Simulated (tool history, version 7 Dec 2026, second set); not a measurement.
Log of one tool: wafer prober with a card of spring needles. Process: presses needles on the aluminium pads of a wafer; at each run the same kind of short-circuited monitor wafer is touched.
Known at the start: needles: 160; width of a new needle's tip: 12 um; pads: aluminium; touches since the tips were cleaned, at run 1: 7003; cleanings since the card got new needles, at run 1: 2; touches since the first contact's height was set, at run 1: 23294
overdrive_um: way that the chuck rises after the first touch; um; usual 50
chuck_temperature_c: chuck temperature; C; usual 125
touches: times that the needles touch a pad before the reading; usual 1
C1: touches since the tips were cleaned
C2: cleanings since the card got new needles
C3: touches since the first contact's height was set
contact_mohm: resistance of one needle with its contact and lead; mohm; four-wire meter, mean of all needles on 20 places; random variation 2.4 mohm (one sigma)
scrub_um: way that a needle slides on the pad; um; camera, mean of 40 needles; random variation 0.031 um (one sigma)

Run 1, day 0.000: usual settings; C1 7003; C2 2; C3 23294. Result: contact_mohm 270 mohm, scrub_um 11.76 um.
At day 0.221: tips cleaned on abrasive film.
Run 2, day 0.408: usual settings but chuck_temperature_c 40 C; C1 969; C2 3; C3 25384. Result: contact_mohm 244 mohm, scrub_um 11.81 um.
Run 3, day 0.771: usual settings; C1 2844; C2 3; C3 27259. Result: contact_mohm 272 mohm, scrub_um 11.80 um.
Run 4, day 1.175: usual settings; C1 4947; C2 3; C3 29362. Result: contact_mohm 273 mohm, scrub_um 11.84 um.
Run 5, day 1.721: usual settings; C1 7771; C2 3; C3 32186. Result: contact_mohm 268 mohm, scrub_um 11.79 um.
At day 1.779: tips cleaned on abrasive film.
Run 6, day 2.279: usual settings; C1 2591; C2 4; C3 35069. Result: contact_mohm 272 mohm, scrub_um 11.84 um.
Run 7, day 2.796: usual settings; C1 5253; C2 4; C3 37731. Result: contact_mohm 269 mohm, scrub_um 11.81 um.
At day 3.354: tips cleaned on abrasive film.
Run 8, day 3.354: usual settings; C1 0; C2 5; C3 40614. Result: contact_mohm 269 mohm, scrub_um 11.83 um.
Run 9, day 3.629: usual settings; C1 1417; C2 5; C3 42031. Result: contact_mohm 272 mohm, scrub_um 11.82 um.
Run 10, day 4.071: usual settings but chuck_temperature_c 73 C; C1 3707; C2 5; C3 44321. Result: contact_mohm 256 mohm, scrub_um 11.83 um.
Run 11, day 4.417: usual settings but chuck_temperature_c 73 C; C1 5495; C2 5; C3 46109. Result: contact_mohm 259 mohm, scrub_um 11.85 um.
At day 4.933: tips cleaned on abrasive film.
Run 12, day 5.012: usual settings; C1 397; C2 6; C3 49173. Result: contact_mohm 268 mohm, scrub_um 11.81 um.
Run 13, day 5.408: usual settings; C1 2456; C2 6; C3 51232. Result: contact_mohm 271 mohm, scrub_um 11.84 um.
Run 14, day 5.692: usual settings; C1 3919; C2 6; C3 52695. Result: contact_mohm 270 mohm, scrub_um 11.78 um.
Run 15, day 5.992: usual settings; C1 5487; C2 6; C3 54263. Result: contact_mohm 273 mohm, scrub_um 11.89 um.
Run 16, day 6.388: usual settings; C1 7528; C2 6; C3 56304. Result: contact_mohm 273 mohm, scrub_um 11.88 um.
At day 6.517: tips cleaned on abrasive film.
Run 17, day 6.771: usual settings; C1 1316; C2 7; C3 58268. Result: contact_mohm 268 mohm, scrub_um 11.82 um.
Run 18, day 7.317: usual settings but overdrive_um 33 um; C1 4151; C2 7; C3 61103. Result: contact_mohm 282 mohm, scrub_um 7.89 um.
Run 19, day 7.775: usual settings but overdrive_um 59 um; C1 6532; C2 7; C3 63484. Result: contact_mohm 267 mohm, scrub_um 14.07 um.
At day 8.079: tips cleaned on abrasive film.
Run 20, day 8.229: usual settings but chuck_temperature_c 51 C, touches 3; C1 776; C2 8; C3 65800. Result: contact_mohm 247 mohm, scrub_um 11.88 um.
Run 21, day 8.812: usual settings but overdrive_um 41 um, chuck_temperature_c 82 C, touches 2; C1 3816; C2 8; C3 68840. Result: contact_mohm 266 mohm, scrub_um 9.73 um.
Run 22, day 9.267: usual settings but overdrive_um 36 um, chuck_temperature_c 68 C; C1 6157; C2 8; C3 71181. Result: contact_mohm 257 mohm, scrub_um 8.59 um.
At day 9.658: tips cleaned on abrasive film.
Run 23, day 9.796: usual settings but overdrive_um 36 um, chuck_temperature_c 68 C; C1 702; C2 9; C3 73898. Result: contact_mohm 261 mohm, scrub_um 8.53 um.
Run 24, day 10.075: usual settings but overdrive_um 36 um, chuck_temperature_c 68 C; C1 2156; C2 9; C3 75352. Result: contact_mohm 262 mohm, scrub_um 8.56 um.
Run 25, day 10.379: usual settings but overdrive_um 36 um, chuck_temperature_c 68 C, touches 3; C1 3735; C2 9; C3 76931. Result: contact_mohm 262 mohm, scrub_um 8.59 um.
Run 26, day 10.696: usual settings but overdrive_um 36 um, chuck_temperature_c 68 C, touches 3; C1 5368; C2 9; C3 78564. Result: contact_mohm 264 mohm, scrub_um 8.60 um.
At day 11.233: tips cleaned on abrasive film.
Run 27, day 11.312: usual settings but overdrive_um 48 um; C1 414; C2 10; C3 81736. Result: contact_mohm 269 mohm, scrub_um 11.48 um.
Run 28, day 11.888: usual settings but overdrive_um 66 um, chuck_temperature_c 38 C, touches 2; C1 3394; C2 10; C3 84716. Result: contact_mohm 241 mohm, scrub_um 15.72 um.
Run 29, day 12.175: usual settings but chuck_temperature_c 62 C; C1 4902; C2 10; C3 86224. Result: contact_mohm 252 mohm, scrub_um 11.95 um.
Run 30, day 12.425: usual settings but chuck_temperature_c 62 C; C1 6183; C2 10; C3 87505. Result: contact_mohm 255 mohm, scrub_um 11.93 um.
Run 31, day 12.700: usual settings but chuck_temperature_c 62 C; C1 7601; C2 10; C3 88923. Result: contact_mohm 247 mohm, scrub_um 11.93 um.
At day 12.812: tips cleaned on abrasive film.
Run 32, day 12.967: usual settings but chuck_temperature_c 62 C; C1 809; C2 11; C3 90304. Result: contact_mohm 253 mohm, scrub_um 11.99 um.
Run 33, day 13.538: usual settings but overdrive_um 41 um, chuck_temperature_c 37 C, touches 2; C1 3756; C2 11; C3 93251. Result: contact_mohm 250 mohm, scrub_um 9.87 um.
Run 34, day 13.954: usual settings but overdrive_um 53 um; C1 5915; C2 11; C3 95410. Result: contact_mohm 270 mohm, scrub_um 12.68 um.

3 ways to go on from here, each from the tool as it stands after run 34. What would each give?
At day 14.383: tips cleaned on abrasive film.
Run A, day 14.383: usual settings but overdrive_um 53 um, touches 2; C1 0; C2 12; C3 97603. Result: contact_mohm ?, scrub_um ?.
At day 14.383: tips cleaned on abrasive film.
Run B, day 14.383: usual settings but overdrive_um 47 um, chuck_temperature_c 59 C; C1 0; C2 12; C3 97603. Result: contact_mohm ?, scrub_um ?.
At day 14.383: tips cleaned on abrasive film.
Run C, day 14.383: usual settings but overdrive_um 51 um, chuck_temperature_c 27 C; C1 0; C2 12; C3 97603. Result: contact_mohm ?, scrub_um ?.

run  contact_mohm  scrub_um
  A           265     12.71
  B           255     11.30
  C           241     12.16
Without the tool's hidden state the same runs would have given:
run  contact_mohm  scrub_um
  A           265     12.50
  B           255     11.12
  C           241     11.96

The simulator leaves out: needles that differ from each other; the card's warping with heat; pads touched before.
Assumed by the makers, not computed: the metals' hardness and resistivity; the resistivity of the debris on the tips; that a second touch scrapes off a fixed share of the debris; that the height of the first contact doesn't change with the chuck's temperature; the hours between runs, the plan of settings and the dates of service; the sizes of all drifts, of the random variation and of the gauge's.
